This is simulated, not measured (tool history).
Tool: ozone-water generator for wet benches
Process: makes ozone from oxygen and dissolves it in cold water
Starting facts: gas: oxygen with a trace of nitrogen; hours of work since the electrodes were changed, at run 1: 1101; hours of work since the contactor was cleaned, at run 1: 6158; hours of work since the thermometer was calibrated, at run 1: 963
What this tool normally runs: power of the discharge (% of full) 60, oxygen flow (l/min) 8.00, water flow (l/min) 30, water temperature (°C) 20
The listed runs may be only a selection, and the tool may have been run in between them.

| run | day | power of the discharge (% of full) | oxygen flow (l/min) | water flow (l/min) | water temperature (°C) | hours of work since the electrodes were changed | hours of work since the contactor was cleaned | hours of work since the thermometer was calibrated | dissolved ozone (ppm) | ozone in the gas ahead of the water (g/m3) |
|---|---|---|---|---|---|---|---|---|---|---|
| 1 | 0.000 | 60 | 8.00 | 30 | 20 | 1101 | 6158 | 963 | 20.3 | 212.9 |
| 2 | 1.392 | 60 | 8.00 | 30 | 20 | 1131 | 6188 | 993 | 20.7 | 212.3 |
| 3 | 2.583 | 60 | 8.00 | 30 | 23 | 1156 | 6213 | 1019 | 19.4 | 212.9 |
| 4 | 3.812 | 84 | 8.00 | 30 | 20 | 1182 | 6240 | 1045 | 25.3 | 261.9 |
| 5 | 5.425 | 84 | 8.00 | 30 | 20 | 1217 | 6274 | 1079 | 24.9 | 265.8 |
| 6 | 6.650 | 84 | 8.00 | 30 | 20 | 1243 | 6300 | 1106 | 24.8 | 263.4 |
| 7 | 8.225 | 84 | 8.00 | 30 | 20 | 1277 | 6334 | 1139 | 24.9 | 261.2 |
| 8 | 9.612 | 84 | 8.00 | 30 | 20 | 1307 | 6364 | 1169 | 25.0 | 260.1 |
| 9 | 10.846 | 84 | 8.00 | 30 | 20 | 1333 | 6390 | 1195 | 24.9 | 260.3 |
| 10 | 12.262 | 60 | 8.00 | 37 | 20 | 1363 | 6421 | 1226 | 16.9 | 210.8 |
| 11 | 14.217 | 60 | 8.00 | 37 | 20 | 1405 | 6462 | 1268 | 17.1 | 209.8 |
| 12 | 15.754 | 60 | 8.00 | 37 | 20 | 1438 | 6495 | 1300 | 17.1 | 211.0 |
| 13 | 17.304 | 60 | 13.46 | 30 | 20 | 1471 | 6528 | 1334 | 19.7 | 161.7 |
| 14 | 18.367 | 60 | 13.46 | 30 | 20 | 1494 | 6551 | 1356 | 19.8 | 160.3 |
| 15 | 20.192 | 60 | 8.00 | 30 | 26 | 1533 | 6590 | 1395 | 18.5 | 211.1 |
| 16 | 21.904 | 60 | 8.00 | 30 | 20 | 1570 | 6627 | 1432 | 20.2 | 210.0 |
| 17 | 23.279 | 60 | 8.00 | 30 | 20 | 1599 | 6656 | 1462 | 20.1 | 210.9 |
| 18 | 24.912 | 60 | 8.00 | 30 | 20 | 1634 | 6691 | 1496 | 20.6 | 210.6 |
| 19 | 26.342 | 60 | 8.00 | 30 | 20 | 1665 | 6722 | 1527 | 20.2 | 209.6 |
| 20 | 28.192 | 60 | 8.00 | 28 | 17 | 1704 | 6761 | 1567 | 22.3 | 209.3 |
| 21 | 29.529 | 60 | 8.00 | 28 | 18 | 1733 | 6790 | 1595 | 22.1 | 209.0 |
| 22 | 31.421 | 60 | 8.00 | 28 | 18 | 1773 | 6831 | 1636 | 22.2 | 206.9 |
| 23 | 32.288 | 60 | 8.00 | 28 | 18 | 1792 | 6849 | 1654 | 21.9 | 207.4 |
| 24 | 34.079 | 98 | 13.93 | 30 | 15 | 1830 | 6887 | 1693 | 29.4 | 212.8 |
| 25 | 35.104 | 98 | 13.93 | 30 | 15 | 1852 | 6909 | 1715 | 29.4 | 213.5 |
| 26 | 36.650 | 98 | 13.93 | 30 | 15 | 1885 | 6943 | 1748 | 29.0 | 209.3 |
| 27 | 37.817 | 98 | 5.79 | 30 | 15 | 1910 | 6967 | 1773 | 28.6 | 335.3 |
| 28 | 39.750 | 58 | 8.00 | 23 | 20 | 1952 | 7009 | 1814 | 24.4 | 203.5 |
| 29 | 41.438 | 50 | 7.31 | 42 | 17 | 1988 | 7045 | 1850 | 13.8 | 195.2 |
| 30 | 42.858 | 50 | 7.31 | 42 | 17 | 2018 | 7075 | 1881 | 13.9 | 196.4 |
| 31 | 44.425 | 50 | 6.47 | 40 | 14 | 2052 | 7109 | 1914 | 14.5 | 205.6 |
| 32 | 45.633 | 50 | 6.47 | 40 | 14 | 2078 | 7135 | 1940 | 14.6 | 207.6 |
| 33 | 47.017 | 71 | 8.00 | 30 | 20 | 2107 | 7164 | 1970 | 22.5 | 230.3 |

Predict each of these 3 candidate next runs independently; none follows another, all start after run 33:
| A | 47.979 | 71 | 8.00 | 30 | 26 | 2128 | 7185 | 1990 | ? | ? |
| B | 47.979 | 97 | 5.15 | 30 | 13 | 2128 | 7185 | 1990 | ? | ? |
| C | 47.979 | 57 | 6.82 | 37 | 20 | 2128 | 7185 | 1990 | ? | ? |

| run | dissolved ozone (ppm) | ozone in the gas ahead of the water (g/m3) |
|---|---|---|
| A | 20.7 | 232.1 |
| B | 28.8 | 351.9 |
| C | 16.2 | 216.7 |
With the hidden condition removed and each run's random variation left untouched, the same runs would have given:
| run | dissolved ozone (ppm) | ozone in the gas ahead of the water (g/m3) |
|---|---|---|
| A | 20.7 | 238.8 |
| B | 28.8 | 361.9 |
| C | 16.2 | 222.9 |
